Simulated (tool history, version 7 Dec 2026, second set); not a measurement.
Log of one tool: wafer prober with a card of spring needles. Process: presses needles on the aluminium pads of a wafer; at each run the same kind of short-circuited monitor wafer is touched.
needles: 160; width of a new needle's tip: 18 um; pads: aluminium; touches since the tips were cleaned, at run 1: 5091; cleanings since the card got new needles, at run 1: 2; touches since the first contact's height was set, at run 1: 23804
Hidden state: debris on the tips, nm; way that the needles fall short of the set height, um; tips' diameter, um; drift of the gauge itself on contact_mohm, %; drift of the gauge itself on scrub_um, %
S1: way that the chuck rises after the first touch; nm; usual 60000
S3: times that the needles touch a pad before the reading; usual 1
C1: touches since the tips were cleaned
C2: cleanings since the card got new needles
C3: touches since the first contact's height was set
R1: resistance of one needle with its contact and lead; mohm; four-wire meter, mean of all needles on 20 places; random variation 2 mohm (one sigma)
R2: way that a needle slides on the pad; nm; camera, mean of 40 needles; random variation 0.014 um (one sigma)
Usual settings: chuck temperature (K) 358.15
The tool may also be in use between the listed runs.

{"run": 1, "hour": 0.0, "S1": 60000, "chuck temperature (K)": 358.15, "S3": 1, "C1": 5091, "C2": 2, "C3": 23804, "R1": 241, "R2": 8990}
{"hour": 11.2, "done": "tips cleaned on abrasive film"}
{"run": 2, "hour": 14.8, "S1": 60000, "chuck temperature (K)": 358.15, "S3": 1, "C1": 1277, "C2": 3, "C3": 29080, "R1": 224, "R2": 9010}
{"hour": 38.1, "done": "tips cleaned on abrasive film"}
{"run": 3, "hour": 43.6, "S1": 60000, "chuck temperature (K)": 358.15, "S3": 1, "C1": 1982, "C2": 4, "C3": 39423, "R1": 228, "R2": 9010}
{"run": 4, "hour": 56.4, "S1": 60000, "chuck temperature (K)": 358.15, "S3": 1, "C1": 6599, "C2": 4, "C3": 44040, "R1": 247, "R2": 8990}
{"hour": 63.9, "done": "tips cleaned on abrasive film"}
{"run": 5, "hour": 70.6, "S1": 60000, "chuck temperature (K)": 358.15, "S3": 2, "C1": 2409, "C2": 5, "C3": 49118, "R1": 224, "R2": 8980}
{"run": 6, "hour": 82.8, "S1": 60000, "chuck temperature (K)": 358.15, "S3": 1, "C1": 6789, "C2": 5, "C3": 53498, "R1": 246, "R2": 8990}
{"hour": 88.8, "done": "tips cleaned on abrasive film"}
{"run": 7, "hour": 106.6, "S1": 60000, "chuck temperature (K)": 358.15, "S3": 1, "C1": 6433, "C2": 6, "C3": 62055, "R1": 247, "R2": 8970}
{"hour": 114.0, "done": "tips cleaned on abrasive film"}
{"run": 8, "hour": 132.6, "S1": 60000, "chuck temperature (K)": 358.15, "S3": 1, "C1": 6721, "C2": 7, "C3": 71385, "R1": 246, "R2": 8990}
{"hour": 141.0, "done": "tips cleaned on abrasive film"}
{"run": 9, "hour": 152.0, "S1": 55000, "chuck temperature (K)": 358.15, "S3": 1, "C1": 3963, "C2": 8, "C3": 78313, "R1": 245, "R2": 8200}
{"hour": 167.5, "done": "tips cleaned on abrasive film"}
{"run": 10, "hour": 174.7, "S1": 60000, "chuck temperature (K)": 330.15, "S3": 1, "C1": 2598, "C2": 9, "C3": 86472, "R1": 229, "R2": 8920}
{"run": 11, "hour": 190.7, "S1": 60000, "chuck temperature (K)": 358.15, "S3": 1, "C1": 8347, "C2": 9, "C3": 92221, "R1": 254, "R2": 8950}
{"hour": 192.3, "done": "tips cleaned on abrasive film"}
{"run": 12, "hour": 213.3, "S1": 60000, "chuck temperature (K)": 358.15, "S3": 1, "C1": 7567, "C2": 10, "C3": 100341, "R1": 250, "R2": 8920}
{"hour": 219.3, "done": "tips cleaned on abrasive film"}
{"run": 13, "hour": 226.7, "S1": 63000, "chuck temperature (K)": 358.15, "S3": 1, "C1": 2673, "C2": 11, "C3": 105116, "R1": 239, "R2": 9350}
{"run": 14, "hour": 243.5, "S1": 60000, "chuck temperature (K)": 373.15, "S3": 1, "C1": 8733, "C2": 11, "C3": 111176, "R1": 258, "R2": 8920}
{"hour": 245.4, "done": "tips cleaned on abrasive film"}
{"run": 15, "hour": 269.9, "S1": 60000, "chuck temperature (K)": 373.15, "S3": 1, "C1": 8844, "C2": 12, "C3": 120644, "R1": 257, "R2": 8910}
{"hour": 272.0, "done": "tips cleaned on abrasive film"}
{"run": 16, "hour": 293.6, "S1": 60000, "chuck temperature (K)": 373.15, "S3": 1, "C1": 7753, "C2": 13, "C3": 129123, "R1": 253, "R2": 8880}
{"hour": 298.0, "done": "tips cleaned on abrasive film"}
{"hour": 315.5, "done": "height of the first contact set anew"}
{"run": 17, "hour": 315.5, "S1": 60000, "chuck temperature (K)": 358.15, "S3": 1, "C1": 6199, "C2": 14, "C3": 0, "R1": 250, "R2": 9030}
{"hour": 324.6, "done": "tips cleaned on abrasive film"}
{"run": 18, "hour": 340.8, "S1": 60000, "chuck temperature (K)": 358.15, "S3": 1, "C1": 5834, "C2": 15, "C3": 9072, "R1": 245, "R2": 9010}
{"hour": 351.2, "done": "tips cleaned on abrasive film"}
{"run": 19, "hour": 356.9, "S1": 60000, "chuck temperature (K)": 334.15, "S3": 1, "C1": 2053, "C2": 16, "C3": 14849, "R1": 225, "R2": 9030}
{"run": 20, "hour": 373.4, "S1": 50000, "chuck temperature (K)": 366.15, "S3": 2, "C1": 7998, "C2": 16, "C3": 20794, "R1": 253, "R2": 7510}
{"hour": 377.3, "done": "tips cleaned on abrasive film"}
{"run": 21, "hour": 396.6, "S1": 50000, "chuck temperature (K)": 366.15, "S3": 2, "C1": 6934, "C2": 17, "C3": 29092, "R1": 251, "R2": 7500}
{"hour": 403.2, "done": "tips cleaned on abrasive film"}
{"run": 22, "hour": 417.3, "S1": 49000, "chuck temperature (K)": 358.15, "S3": 1, "C1": 5086, "C2": 18, "C3": 36527, "R1": 266, "R2": 7340}
{"hour": 429.7, "done": "tips cleaned on abrasive film"}
{"run": 23, "hour": 442.5, "S1": 49000, "chuck temperature (K)": 358.15, "S3": 1, "C1": 4631, "C2": 19, "C3": 45572, "R1": 263, "R2": 7340}
{"hour": 454.5, "done": "tips cleaned on abrasive film"}
{"run": 24, "hour": 463.8, "S1": 49000, "chuck temperature (K)": 315.15, "S3": 2, "C1": 3347, "C2": 20, "C3": 53179, "R1": 234, "R2": 7310}
{"hour": 480.5, "done": "tips cleaned on abrasive film"}
{"run": 25, "hour": 480.5, "S1": 49000, "chuck temperature (K)": 315.15, "S3": 2, "C1": 0, "C2": 21, "C3": 59186, "R1": 209, "R2": 7310}
{"run": 26, "hour": 493.6, "S1": 60000, "chuck temperature (K)": 358.15, "S3": 2, "C1": 4690, "C2": 21, "C3": 63876, "R1": 235, "R2": 8960}
{"hour": 505.6, "done": "tips cleaned on abrasive film"}
{"run": 27, "hour": 508.9, "S1": 60000, "chuck temperature (K)": 358.15, "S3": 2, "C1": 1191, "C2": 22, "C3": 69369, "R1": 222, "R2": 8980}
{"hour": 530.7, "done": "tips cleaned on abrasive film"}
{"run": 28, "hour": 530.7, "S1": 57000, "chuck temperature (K)": 333.15, "S3": 1, "C1": 0, "C2": 23, "C3": 77188, "R1": 213, "R2": 8490}
{"run": 29, "hour": 547.4, "S1": 57000, "chuck temperature (K)": 333.15, "S3": 1, "C1": 5988, "C2": 23, "C3": 83176, "R1": 252, "R2": 8510}
{"hour": 555.8, "done": "tips cleaned on abrasive film"}
{"run": 30, "hour": 560.8, "S1": 41000, "chuck temperature (K)": 378.15, "S3": 2, "C1": 1805, "C2": 24, "C3": 87982, "R1": 246, "R2": 6060}
{"run": 31, "hour": 578.8, "S1": 53000, "chuck temperature (K)": 358.15, "S3": 1, "C1": 8286, "C2": 24, "C3": 94463, "R1": 265, "R2": 7870}
{"hour": 580.7, "done": "tips cleaned on abrasive film"}
{"run": 32, "hour": 592.9, "S1": 53000, "chuck temperature (K)": 358.15, "S3": 1, "C1": 4381, "C2": 25, "C3": 99486, "R1": 255, "R2": 7880}
{"hour": 605.6, "done": "tips cleaned on abrasive film"}
{"run": 33, "hour": 609.6, "S1": 53000, "chuck temperature (K)": 303.15, "S3": 1, "C1": 1442, "C2": 26, "C3": 105491, "R1": 227, "R2": 7860}

Hidden state at the last listed run before each entry between runs and at the first one after, where it differs:
Between runs 1 and 2: tips cleaned on abrasive film (hour 11.2)
  debris on the tips, nm: 52.4 -> 20.2; way that the needles fall short of the set height, um: 0.16 -> 0.21; tips' diameter, um: 18.06 -> 18.07
  measured less the result without the state, R1: +32 -> +12 mohm; R2: -20 -> -30 nm
Between runs 2 and 3: tips cleaned on abrasive film (hour 38.1)
  debris on the tips, nm: 20.2 -> 30.3; way that the needles fall short of the set height, um: 0.21 -> 0.3; tips' diameter, um: 18.07 -> 18.11
  measured less the result without the state, R1: +12 -> +19 mohm; R2: -30 -> -40 nm
Between runs 4 and 5: tips cleaned on abrasive film (hour 63.9)
  debris on the tips, nm: 61.9 -> 34.3; way that the needles fall short of the set height, um: 0.3 -> 0.36; tips' diameter, um: 18.11 -> 18.12
  measured less the result without the state, R1: +38 -> +13 mohm; R2: -50 -> -50 nm
Between runs 6 and 7: tips cleaned on abrasive film (hour 88.8)
  debris on the tips, nm: 60 -> 61.9; way that the needles fall short of the set height, um: 0.36 -> 0.45; tips' diameter, um: 18.12 -> 18.16
  measured less the result without the state, R1: +37 -> +39 mohm; R2: -60 -> -60 nm
Between runs 7 and 8: tips cleaned on abrasive film (hour 114.0)
  debris on the tips, nm: 61.9 -> 59.9; way that the needles fall short of the set height, um: 0.45 -> 0.51; tips' diameter, um: 18.16 -> 18.18
  measured less the result without the state, R1: +39 -> +37 mohm; R2: -60 -> -70 nm
Between runs 8 and 9: tips cleaned on abrasive film (hour 141.0)
  debris on the tips, nm: 59.9 -> 46.9; way that the needles fall short of the set height, um: 0.51 -> 0.57; tips' diameter, um: 18.18 -> 18.2
  measured less the result without the state, R1: +37 -> +35 mohm; R2: -70 -> -80 nm
Between runs 9 and 10: tips cleaned on abrasive film (hour 167.5)
  debris on the tips, nm: 46.9 -> 37.7; way that the needles fall short of the set height, um: 0.57 -> 0.63; tips' diameter, um: 18.2 -> 18.22
  measured less the result without the state, R1: +35 -> +25 mohm; R2: -80 -> -90 nm
Between runs 11 and 12: tips cleaned on abrasive film (hour 192.3)
  debris on the tips, nm: 67.3 -> 64.2; way that the needles fall short of the set height, um: 0.63 -> 0.71; tips' diameter, um: 18.22 -> 18.25
  measured less the result without the state, R1: +43 -> +41 mohm; R2: -90 -> -110 nm
Between runs 12 and 13: tips cleaned on abrasive film (hour 219.3)
  debris on the tips, nm: 64.2 -> 39.8; way that the needles fall short of the set height, um: 0.71 -> 0.79; tips' diameter, um: 18.25 -> 18.28
  measured less the result without the state, R1: +41 -> +24 mohm; R2: -110 -> -120 nm
Between runs 14 and 15: tips cleaned on abrasive film (hour 245.4)
  debris on the tips, nm: 68.8 -> 67.2; way that the needles fall short of the set height, um: 0.79 -> 0.88; tips' diameter, um: 18.28 -> 18.31
  measured less the result without the state, R1: +43 -> +42 mohm; R2: -120 -> -130 nm
Between runs 15 and 16: tips cleaned on abrasive film (hour 272.0)
  debris on the tips, nm: 67.2 -> 65.6; way that the needles fall short of the set height, um: 0.88 -> 0.95; tips' diameter, um: 18.31 -> 18.33
  measured less the result without the state, R1: +42 -> +41 mohm; R2: -130 -> -140 nm
Between runs 16 and 17: tips cleaned on abrasive film (hour 298.0); height of the first contact set anew (hour 315.5)
  debris on the tips, nm: 65.6 -> 60.2; way that the needles fall short of the set height, um: 0.95 -> 0; tips' diameter, um: 18.33 -> 18.35
  measured less the result without the state, R1: +41 -> +38 mohm; R2: -140 -> +0 nm
Between runs 17 and 18: tips cleaned on abrasive film (hour 324.6)
  debris on the tips, nm: 60.2 -> 57.3; way that the needles fall short of the set height, um: 0 -> 0.07; tips' diameter, um: 18.35 -> 18.38
  measured less the result without the state, R1: +38 -> +36 mohm; R2: +0 -> -10 nm
Between runs 18 and 19: tips cleaned on abrasive film (hour 351.2)
  debris on the tips, nm: 57.3 -> 31.1; way that the needles fall short of the set height, um: 0.07 -> 0.16; tips' diameter, um: 18.38 -> 18.41
  measured less the result without the state, R1: +36 -> +21 mohm; R2: -10 -> -30 nm
Between runs 20 and 21: tips cleaned on abrasive film (hour 377.3)
  debris on the tips, nm: 66.1 -> 61.1; way that the needles fall short of the set height, um: 0.16 -> 0.23; tips' diameter, um: 18.41 -> 18.44
  measured less the result without the state, R1: +35 -> +33 mohm; R2: -20 -> -30 nm
Between runs 21 and 22: tips cleaned on abrasive film (hour 403.2)
  debris on the tips, nm: 61.1 -> 54.3; way that the needles fall short of the set height, um: 0.23 -> 0.31; tips' diameter, um: 18.44 -> 18.46
  measured less the result without the state, R1: +33 -> +51 mohm; R2: -30 -> -40 nm
Between runs 22 and 23: tips cleaned on abrasive film (hour 429.7)
  debris on the tips, nm: 54.3 -> 50.4; way that the needles fall short of the set height, um: 0.31 -> 0.37; tips' diameter, um: 18.46 -> 18.48
  measured less the result without the state, R1: +51 -> +47 mohm; R2: -40 -> -50 nm
Between runs 23 and 24: tips cleaned on abrasive film (hour 454.5)
  debris on the tips, nm: 50.4 -> 45.6; way that the needles fall short of the set height, um: 0.37 -> 0.46; tips' diameter, um: 18.48 -> 18.52
  measured less the result without the state, R1: +47 -> +28 mohm; R2: -50 -> -70 nm
Between runs 24 and 25: tips cleaned on abrasive film (hour 480.5)
  debris on the tips, nm: 45.6 -> 5.8; way that the needles fall short of the set height, um: 0.46 -> 0.53; tips' diameter, um: 18.52 -> 18.54
  measured less the result without the state, R1: +28 -> +5 mohm; R2: -70 -> -80 nm
Between runs 26 and 27: tips cleaned on abrasive film (hour 505.6)
  debris on the tips, nm: 54.8 -> 22.2; way that the needles fall short of the set height, um: 0.53 -> 0.6; tips' diameter, um: 18.54 -> 18.56
  measured less the result without the state, R1: +22 -> +10 mohm; R2: -80 -> -90 nm
Between runs 27 and 28: tips cleaned on abrasive film (hour 530.7)
  debris on the tips, nm: 22.2 -> 8; way that the needles fall short of the set height, um: 0.6 -> 0.67; tips' diameter, um: 18.56 -> 18.59
  measured less the result without the state, R1: +10 -> +6 mohm; R2: -90 -> -100 nm
Between runs 29 and 30: tips cleaned on abrasive film (hour 555.8)
  debris on the tips, nm: 60.4 -> 28; way that the needles fall short of the set height, um: 0.67 -> 0.75; tips' diameter, um: 18.59 -> 18.62
  measured less the result without the state, R1: +46 -> +23 mohm; R2: -100 -> -110 nm
Between runs 31 and 32: tips cleaned on abrasive film (hour 580.7)
  debris on the tips, nm: 65.7 -> 51.2; way that the needles fall short of the set height, um: 0.75 -> 0.83; tips' diameter, um: 18.62 -> 18.64
  measured less the result without the state, R1: +54 -> +43 mohm; R2: -110 -> -120 nm
Between runs 32 and 33: tips cleaned on abrasive film (hour 605.6)
  debris on the tips, nm: 51.2 -> 27.6; way that the needles fall short of the set height, um: 0.83 -> 0.89; tips' diameter, um: 18.64 -> 18.67
  measured less the result without the state, R1: +43 -> +25 mohm; R2: -120 -> -130 nm
